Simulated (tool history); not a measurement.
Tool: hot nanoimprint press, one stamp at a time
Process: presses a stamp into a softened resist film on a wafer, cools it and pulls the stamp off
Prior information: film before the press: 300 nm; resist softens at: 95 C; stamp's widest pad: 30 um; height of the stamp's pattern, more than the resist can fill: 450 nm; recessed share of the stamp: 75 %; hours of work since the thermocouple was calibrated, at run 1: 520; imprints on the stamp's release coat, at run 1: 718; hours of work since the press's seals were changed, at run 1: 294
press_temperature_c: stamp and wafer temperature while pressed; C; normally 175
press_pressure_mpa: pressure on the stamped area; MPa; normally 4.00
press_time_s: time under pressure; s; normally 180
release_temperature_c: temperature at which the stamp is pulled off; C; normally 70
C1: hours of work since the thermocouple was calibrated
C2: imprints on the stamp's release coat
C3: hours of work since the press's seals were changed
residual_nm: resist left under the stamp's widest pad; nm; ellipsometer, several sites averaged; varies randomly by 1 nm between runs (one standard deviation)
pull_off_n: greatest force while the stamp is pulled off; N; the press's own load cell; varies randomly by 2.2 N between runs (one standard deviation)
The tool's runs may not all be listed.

Run 1, hour 0.0: usual settings; C1 520; C2 718; C3 294. Result: residual_nm 155.6 nm, pull_off_n 117 N.
Run 2, hour 6.1: usual settings but press_pressure_mpa 4.37 MPa; C1 524; C2 738; C3 298. Result: residual_nm 151.3 nm, pull_off_n 117 N.
Run 3, hour 11.0: usual settings but release_temperature_c 65 C; C1 528; C2 753; C3 302. Result: residual_nm 156.0 nm, pull_off_n 135 N.
Run 4, hour 19.5: usual settings but release_temperature_c 65 C; C1 534; C2 781; C3 308. Result: residual_nm 155.0 nm, pull_off_n 132 N.
Run 5, hour 26.3: usual settings but press_time_s 218 s, release_temperature_c 65 C; C1 539; C2 803; C3 313. Result: residual_nm 147.5 nm, pull_off_n 136 N.
Run 6, hour 34.0: usual settings but press_time_s 218 s, release_temperature_c 65 C; C1 544; C2 828; C3 318. Result: residual_nm 146.2 nm, pull_off_n 136 N.
Run 7, hour 39.9: usual settings but release_temperature_c 58 C; C1 549; C2 848; C3 323. Result: residual_nm 156.7 nm, pull_off_n 153 N.
Run 8, hour 45.1: usual settings but press_temperature_c 169 C; C1 552; C2 864; C3 326. Result: residual_nm 180.4 nm, pull_off_n 119 N.
Run 9, hour 50.6: usual settings but release_temperature_c 55 C; C1 556; C2 882; C3 330. Result: residual_nm 155.5 nm, pull_off_n 166 N.
Run 10, hour 55.9: usual settings but release_temperature_c 55 C; C1 560; C2 899; C3 334. Result: residual_nm 155.0 nm, pull_off_n 172 N.
At hour 59.8: plate thermocouple calibrated.
Run 11, hour 68.9: usual settings but release_temperature_c 55 C; C1 7; C2 932; C3 342. Result: residual_nm 151.3 nm, pull_off_n 166 N.
Run 12, hour 76.0: usual settings but release_temperature_c 73 C; C1 12; C2 955; C3 347. Result: residual_nm 151.6 nm, pull_off_n 109 N.
Run 13, hour 82.0: usual settings but release_temperature_c 73 C; C1 16; C2 975; C3 351. Result: residual_nm 151.2 nm, pull_off_n 112 N.
Run 14, hour 89.5: usual settings but release_temperature_c 73 C; C1 22; C2 999; C3 357. Result: residual_nm 150.9 nm, pull_off_n 114 N.
Run 15, hour 94.0: usual settings but release_temperature_c 73 C; C1 25; C2 1014; C3 360. Result: residual_nm 152.6 nm, pull_off_n 113 N.
Run 16, hour 105.1: usual settings but press_temperature_c 185 C; C1 33; C2 1050; C3 368. Result: residual_nm 118.6 nm, pull_off_n 122 N.
Run 17, hour 112.1: usual settings but press_temperature_c 185 C, press_pressure_mpa 4.36 MPa, press_time_s 112 s; C1 38; C2 1072; C3 373. Result: residual_nm 134.4 nm, pull_off_n 128 N.
Run 18, hour 120.7: usual settings but press_temperature_c 176 C, press_pressure_mpa 5.91 MPa, press_time_s 112 s; C1 44; C2 1100; C3 379. Result: residual_nm 141.2 nm, pull_off_n 123 N.
Run 19, hour 129.5: usual settings but press_temperature_c 173 C, press_pressure_mpa 4.94 MPa, press_time_s 308 s; C1 51; C2 1129; C3 386. Result: residual_nm 119.2 nm, pull_off_n 128 N.
Run 20, hour 137.5: usual settings but press_temperature_c 166 C, press_pressure_mpa 3.43 MPa, press_time_s 100 s; C1 56; C2 1155; C3 391. Result: residual_nm 229.0 nm, pull_off_n 125 N.
Run 21, hour 144.0: usual settings but press_time_s 318 s; C1 61; C2 1176; C3 396. Result: residual_nm 126.9 nm, pull_off_n 123 N.
Run 22, hour 149.8: usual settings but press_time_s 259 s; C1 65; C2 1195; C3 400. Result: residual_nm 135.4 nm, pull_off_n 128 N.
Run 23, hour 158.3: usual settings but press_time_s 259 s; C1 72; C2 1223; C3 406. Result: residual_nm 136.0 nm, pull_off_n 127 N.
Run 24, hour 167.7: usual settings but press_temperature_c 185 C, press_pressure_mpa 3.96 MPa, press_time_s 248 s; C1 78; C2 1253; C3 413. Result: residual_nm 108.1 nm, pull_off_n 126 N.
Run 25, hour 177.6: usual settings but press_temperature_c 172 C, press_pressure_mpa 4.36 MPa; C1 86; C2 1285; C3 420. Result: residual_nm 158.7 nm, pull_off_n 132 N.
Run 26, hour 187.6: usual settings but press_pressure_mpa 2.44 MPa, press_time_s 103 s; C1 93; C2 1318; C3 428. Result: residual_nm 221.6 nm, pull_off_n 128 N.
Run 27, hour 198.5: usual settings but press_pressure_mpa 2.44 MPa, press_time_s 103 s; C1 101; C2 1353; C3 436. Result: residual_nm 221.7 nm, pull_off_n 135 N.
Run 28, hour 209.1: usual settings but press_temperature_c 185 C, press_pressure_mpa 3.64 MPa, press_time_s 185 s, release_temperature_c 60 C; C1 108; C2 1388; C3 443. Result: residual_nm 125.6 nm, pull_off_n 162 N.
Run 29, hour 217.4: usual settings but press_temperature_c 185 C, press_pressure_mpa 3.64 MPa, press_time_s 185 s, release_temperature_c 60 C; C1 114; C2 1415; C3 449. Result: residual_nm 126.8 nm, pull_off_n 166 N.

4 options for the next run, each taken on its own from the tool as it stands now. Forecast them:
Run A, hour 226.3: usual settings but press_temperature_c 179 C, press_pressure_mpa 3.64 MPa, press_time_s 227 s, release_temperature_c 62 C; C1 121; C2 1444; C3 456. Result: residual_nm ?, pull_off_n ?.
Run B, hour 226.3: usual settings but press_temperature_c 185 C, press_pressure_mpa 5.71 MPa, press_time_s 185 s, release_temperature_c 60 C; C1 121; C2 1444; C3 456. Result: residual_nm ?, pull_off_n ?.
Run C, hour 226.3: usual settings but press_temperature_c 170 C, press_pressure_mpa 3.64 MPa, press_time_s 185 s, release_temperature_c 60 C; C1 121; C2 1444; C3 456. Result: residual_nm ?, pull_off_n ?.
Run D, hour 226.3: usual settings but press_temperature_c 165 C, press_pressure_mpa 3.64 MPa, press_time_s 171 s, release_temperature_c 60 C; C1 121; C2 1444; C3 456. Result: residual_nm ?, pull_off_n ?.

run  residual_nm  pull_off_n
  A        135.7         162
  B         99.9         168
  C        179.7         162
  D        202.0         171
With no hidden state in the tool, these same runs would have given:
run  residual_nm  pull_off_n
  A        133.3         115
  B         97.4         121
  C        177.0         115
  D        199.2         123

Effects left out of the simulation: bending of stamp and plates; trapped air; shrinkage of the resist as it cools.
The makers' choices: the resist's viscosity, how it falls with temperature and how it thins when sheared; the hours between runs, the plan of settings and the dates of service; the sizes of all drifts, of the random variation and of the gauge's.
